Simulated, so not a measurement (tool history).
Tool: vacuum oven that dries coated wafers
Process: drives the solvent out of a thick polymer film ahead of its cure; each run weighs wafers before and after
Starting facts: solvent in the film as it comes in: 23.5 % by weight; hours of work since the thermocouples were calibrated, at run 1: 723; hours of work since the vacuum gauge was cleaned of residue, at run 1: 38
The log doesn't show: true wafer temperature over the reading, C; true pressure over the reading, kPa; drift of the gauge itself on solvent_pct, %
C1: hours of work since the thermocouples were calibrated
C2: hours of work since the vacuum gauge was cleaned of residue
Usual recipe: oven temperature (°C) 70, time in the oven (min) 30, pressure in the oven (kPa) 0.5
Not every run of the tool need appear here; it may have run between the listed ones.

{"run": 1, "hour": 0.0, "oven temperature (°C)": 70, "time in the oven (min)": 30, "pressure in the oven (kPa)": 0.5, "C1": 723, "C2": 38, "solvent left in the film (%)": 3.24}
{"run": 2, "hour": 28.1, "oven temperature (°C)": 70, "time in the oven (min)": 30, "pressure in the oven (kPa)": 1.832, "C1": 740, "C2": 56, "solvent left in the film (%)": 4.1}
{"run": 3, "hour": 42.6, "oven temperature (°C)": 70, "time in the oven (min)": 30, "pressure in the oven (kPa)": 1.832, "C1": 749, "C2": 65, "solvent left in the film (%)": 4.11}
{"run": 4, "hour": 59.4, "oven temperature (°C)": 70, "time in the oven (min)": 30, "pressure in the oven (kPa)": 1.832, "C1": 760, "C2": 75, "solvent left in the film (%)": 4.1}
{"run": 5, "hour": 88.7, "oven temperature (°C)": 70, "time in the oven (min)": 30, "pressure in the oven (kPa)": 1.832, "C1": 778, "C2": 93, "solvent left in the film (%)": 4.12}
{"run": 6, "hour": 104.4, "oven temperature (°C)": 70, "time in the oven (min)": 30, "pressure in the oven (kPa)": 1.832, "C1": 787, "C2": 103, "solvent left in the film (%)": 4.1}
{"run": 7, "hour": 129.1, "oven temperature (°C)": 70, "time in the oven (min)": 30, "pressure in the oven (kPa)": 1.832, "C1": 803, "C2": 118, "solvent left in the film (%)": 4.09}
{"run": 8, "hour": 157.6, "oven temperature (°C)": 70, "time in the oven (min)": 30, "pressure in the oven (kPa)": 0.5, "C1": 820, "C2": 136, "solvent left in the film (%)": 3.24}
{"hour": 170.6, "done": "oven's thermocouples calibrated"}
{"run": 9, "hour": 173.6, "oven temperature (°C)": 70, "time in the oven (min)": 30, "pressure in the oven (kPa)": 0.28, "C1": 2, "C2": 145, "solvent left in the film (%)": 3.29}
{"run": 10, "hour": 202.5, "oven temperature (°C)": 70, "time in the oven (min)": 30, "pressure in the oven (kPa)": 0.28, "C1": 20, "C2": 163, "solvent left in the film (%)": 3.3}
{"run": 11, "hour": 224.1, "oven temperature (°C)": 70, "time in the oven (min)": 30, "pressure in the oven (kPa)": 0.28, "C1": 33, "C2": 176, "solvent left in the film (%)": 3.28}
{"run": 12, "hour": 250.6, "oven temperature (°C)": 70, "time in the oven (min)": 30, "pressure in the oven (kPa)": 0.28, "C1": 50, "C2": 192, "solvent left in the film (%)": 3.27}
{"run": 13, "hour": 275.5, "oven temperature (°C)": 70, "time in the oven (min)": 30, "pressure in the oven (kPa)": 0.28, "C1": 65, "C2": 208, "solvent left in the film (%)": 3.27}
{"run": 14, "hour": 296.5, "oven temperature (°C)": 70, "time in the oven (min)": 30, "pressure in the oven (kPa)": 0.28, "C1": 78, "C2": 221, "solvent left in the film (%)": 3.28}
{"run": 15, "hour": 314.7, "oven temperature (°C)": 69, "time in the oven (min)": 30, "pressure in the oven (kPa)": 0.5, "C1": 89, "C2": 232, "solvent left in the film (%)": 3.75}
{"run": 16, "hour": 346.0, "oven temperature (°C)": 69, "time in the oven (min)": 30, "pressure in the oven (kPa)": 0.5, "C1": 109, "C2": 251, "solvent left in the film (%)": 3.76}
{"run": 17, "hour": 365.3, "oven temperature (°C)": 69, "time in the oven (min)": 30, "pressure in the oven (kPa)": 0.5, "C1": 121, "C2": 263, "solvent left in the film (%)": 3.74}
{"run": 18, "hour": 394.4, "oven temperature (°C)": 69, "time in the oven (min)": 30, "pressure in the oven (kPa)": 0.5, "C1": 139, "C2": 281, "solvent left in the film (%)": 3.73}
{"run": 19, "hour": 409.6, "oven temperature (°C)": 70, "time in the oven (min)": 30, "pressure in the oven (kPa)": 0.745, "C1": 148, "C2": 291, "solvent left in the film (%)": 3.55}
{"run": 20, "hour": 442.0, "oven temperature (°C)": 70, "time in the oven (min)": 30, "pressure in the oven (kPa)": 0.745, "C1": 168, "C2": 311, "solvent left in the film (%)": 3.56}
{"run": 21, "hour": 464.9, "oven temperature (°C)": 70, "time in the oven (min)": 30, "pressure in the oven (kPa)": 0.745, "C1": 182, "C2": 325, "solvent left in the film (%)": 3.57}
{"run": 22, "hour": 484.0, "oven temperature (°C)": 70, "time in the oven (min)": 30, "pressure in the oven (kPa)": 0.745, "C1": 194, "C2": 337, "solvent left in the film (%)": 3.55}
{"run": 23, "hour": 501.9, "oven temperature (°C)": 75, "time in the oven (min)": 30, "pressure in the oven (kPa)": 0.5, "C1": 205, "C2": 348, "solvent left in the film (%)": 2.01}
{"run": 24, "hour": 522.7, "oven temperature (°C)": 75, "time in the oven (min)": 21, "pressure in the oven (kPa)": 0.5, "C1": 218, "C2": 361, "solvent left in the film (%)": 3.79}
{"run": 25, "hour": 544.9, "oven temperature (°C)": 79, "time in the oven (min)": 21, "pressure in the oven (kPa)": 0.5, "C1": 232, "C2": 375, "solvent left in the film (%)": 2.59}
{"run": 26, "hour": 572.0, "oven temperature (°C)": 64, "time in the oven (min)": 21, "pressure in the oven (kPa)": 0.5, "C1": 249, "C2": 391, "solvent left in the film (%)": 7.97}
{"run": 27, "hour": 591.2, "oven temperature (°C)": 64, "time in the oven (min)": 21, "pressure in the oven (kPa)": 0.5, "C1": 261, "C2": 403, "solvent left in the film (%)": 8}
{"run": 28, "hour": 610.3, "oven temperature (°C)": 58, "time in the oven (min)": 21, "pressure in the oven (kPa)": 1.395, "C1": 272, "C2": 415, "solvent left in the film (%)": 11.03}
{"run": 29, "hour": 629.1, "oven temperature (°C)": 56, "time in the oven (min)": 21, "pressure in the oven (kPa)": 1.395, "C1": 284, "C2": 427, "solvent left in the film (%)": 11.87}
{"run": 30, "hour": 652.5, "oven temperature (°C)": 70, "time in the oven (min)": 50, "pressure in the oven (kPa)": 0.5, "C1": 299, "C2": 441, "solvent left in the film (%)": 1.27}
{"run": 31, "hour": 685.5, "oven temperature (°C)": 70, "time in the oven (min)": 30, "pressure in the oven (kPa)": 1.484, "C1": 319, "C2": 462, "solvent left in the film (%)": 4.01}
{"run": 32, "hour": 703.1, "oven temperature (°C)": 70, "time in the oven (min)": 30, "pressure in the oven (kPa)": 1.484, "C1": 330, "C2": 473, "solvent left in the film (%)": 4.01}
{"run": 33, "hour": 734.7, "oven temperature (°C)": 56, "time in the oven (min)": 30, "pressure in the oven (kPa)": 1.484, "C1": 350, "C2": 492, "solvent left in the film (%)": 9.74}
{"run": 34, "hour": 761.7, "oven temperature (°C)": 56, "time in the oven (min)": 30, "pressure in the oven (kPa)": 1.484, "C1": 366, "C2": 509, "solvent left in the film (%)": 9.76}
{"run": 35, "hour": 784.9, "oven temperature (°C)": 78, "time in the oven (min)": 30, "pressure in the oven (kPa)": 0.617, "C1": 381, "C2": 523, "solvent left in the film (%)": 1.44}
{"run": 36, "hour": 810.7, "oven temperature (°C)": 75, "time in the oven (min)": 50, "pressure in the oven (kPa)": 0.308, "C1": 397, "C2": 539, "solvent left in the film (%)": 0.56}
{"run": 37, "hour": 832.2, "oven temperature (°C)": 57, "time in the oven (min)": 25, "pressure in the oven (kPa)": 0.679, "C1": 410, "C2": 553, "solvent left in the film (%)": 9.82}
{"run": 38, "hour": 853.6, "oven temperature (°C)": 66, "time in the oven (min)": 22, "pressure in the oven (kPa)": 0.5, "C1": 423, "C2": 566, "solvent left in the film (%)": 6.79}
{"run": 39, "hour": 879.6, "oven temperature (°C)": 56, "time in the oven (min)": 34, "pressure in the oven (kPa)": 0.379, "C1": 439, "C2": 582, "solvent left in the film (%)": 7.97}
{"run": 40, "hour": 911.4, "oven temperature (°C)": 61, "time in the oven (min)": 35, "pressure in the oven (kPa)": 0.271, "C1": 459, "C2": 602, "solvent left in the film (%)": 5.55}
{"run": 41, "hour": 941.4, "oven temperature (°C)": 81, "time in the oven (min)": 35, "pressure in the oven (kPa)": 0.297, "C1": 478, "C2": 620, "solvent left in the film (%)": 0.56}
{"run": 42, "hour": 961.8, "oven temperature (°C)": 73, "time in the oven (min)": 26, "pressure in the oven (kPa)": 0.29, "C1": 490, "C2": 633, "solvent left in the film (%)": 3.06}
{"run": 43, "hour": 980.9, "oven temperature (°C)": 55, "time in the oven (min)": 26, "pressure in the oven (kPa)": 0.29, "C1": 502, "C2": 645, "solvent left in the film (%)": 10.06}
{"run": 44, "hour": 999.0, "oven temperature (°C)": 55, "time in the oven (min)": 26, "pressure in the oven (kPa)": 0.29, "C1": 513, "C2": 656, "solvent left in the film (%)": 10.04}
{"run": 45, "hour": 1024.0, "oven temperature (°C)": 70, "time in the oven (min)": 24, "pressure in the oven (kPa)": 1.083, "C1": 529, "C2": 672, "solvent left in the film (%)": 4.98}
{"run": 46, "hour": 1041.9, "oven temperature (°C)": 70, "time in the oven (min)": 24, "pressure in the oven (kPa)": 1.083, "C1": 540, "C2": 683, "solvent left in the film (%)": 5.02}
{"run": 47, "hour": 1058.9, "oven temperature (°C)": 61, "time in the oven (min)": 27, "pressure in the oven (kPa)": 0.38, "C1": 551, "C2": 693, "solvent left in the film (%)": 7.39}

Run by run, hidden condition taken away, random variation retained:
run=1 solvent_left_in_the_film_(%)=3.47
run=2 solvent_left_in_the_film_(%)=4.35
run=3 solvent_left_in_the_film_(%)=4.35
run=4 solvent_left_in_the_film_(%)=4.35
run=5 solvent_left_in_the_film_(%)=4.37
run=6 solvent_left_in_the_film_(%)=4.35
run=7 solvent_left_in_the_film_(%)=4.35
run=8 solvent_left_in_the_film_(%)=3.48
run=9 solvent_left_in_the_film_(%)=3.35
run=10 solvent_left_in_the_film_(%)=3.36
run=11 solvent_left_in_the_film_(%)=3.34
run=12 solvent_left_in_the_film_(%)=3.33
run=13 solvent_left_in_the_film_(%)=3.34
run=14 solvent_left_in_the_film_(%)=3.35
run=15 solvent_left_in_the_film_(%)=3.83
run=16 solvent_left_in_the_film_(%)=3.84
run=17 solvent_left_in_the_film_(%)=3.82
run=18 solvent_left_in_the_film_(%)=3.82
run=19 solvent_left_in_the_film_(%)=3.63
run=20 solvent_left_in_the_film_(%)=3.64
run=21 solvent_left_in_the_film_(%)=3.65
run=22 solvent_left_in_the_film_(%)=3.63
run=23 solvent_left_in_the_film_(%)=2.07
run=24 solvent_left_in_the_film_(%)=3.89
run=25 solvent_left_in_the_film_(%)=2.67
run=26 solvent_left_in_the_film_(%)=8.1
run=27 solvent_left_in_the_film_(%)=8.13
run=28 solvent_left_in_the_film_(%)=11.15
run=29 solvent_left_in_the_film_(%)=12
run=30 solvent_left_in_the_film_(%)=1.3
run=31 solvent_left_in_the_film_(%)=4.12
run=32 solvent_left_in_the_film_(%)=4.12
run=33 solvent_left_in_the_film_(%)=9.89
run=34 solvent_left_in_the_film_(%)=9.91
run=35 solvent_left_in_the_film_(%)=1.49
run=36 solvent_left_in_the_film_(%)=0.55
run=37 solvent_left_in_the_film_(%)=9.97
run=38 solvent_left_in_the_film_(%)=6.96
run=39 solvent_left_in_the_film_(%)=8.12
run=40 solvent_left_in_the_film_(%)=5.7
run=41 solvent_left_in_the_film_(%)=0.57
run=42 solvent_left_in_the_film_(%)=3.19
run=43 solvent_left_in_the_film_(%)=10.22
run=44 solvent_left_in_the_film_(%)=10.19
run=45 solvent_left_in_the_film_(%)=5.15
run=46 solvent_left_in_the_film_(%)=5.19
run=47 solvent_left_in_the_film_(%)=7.57

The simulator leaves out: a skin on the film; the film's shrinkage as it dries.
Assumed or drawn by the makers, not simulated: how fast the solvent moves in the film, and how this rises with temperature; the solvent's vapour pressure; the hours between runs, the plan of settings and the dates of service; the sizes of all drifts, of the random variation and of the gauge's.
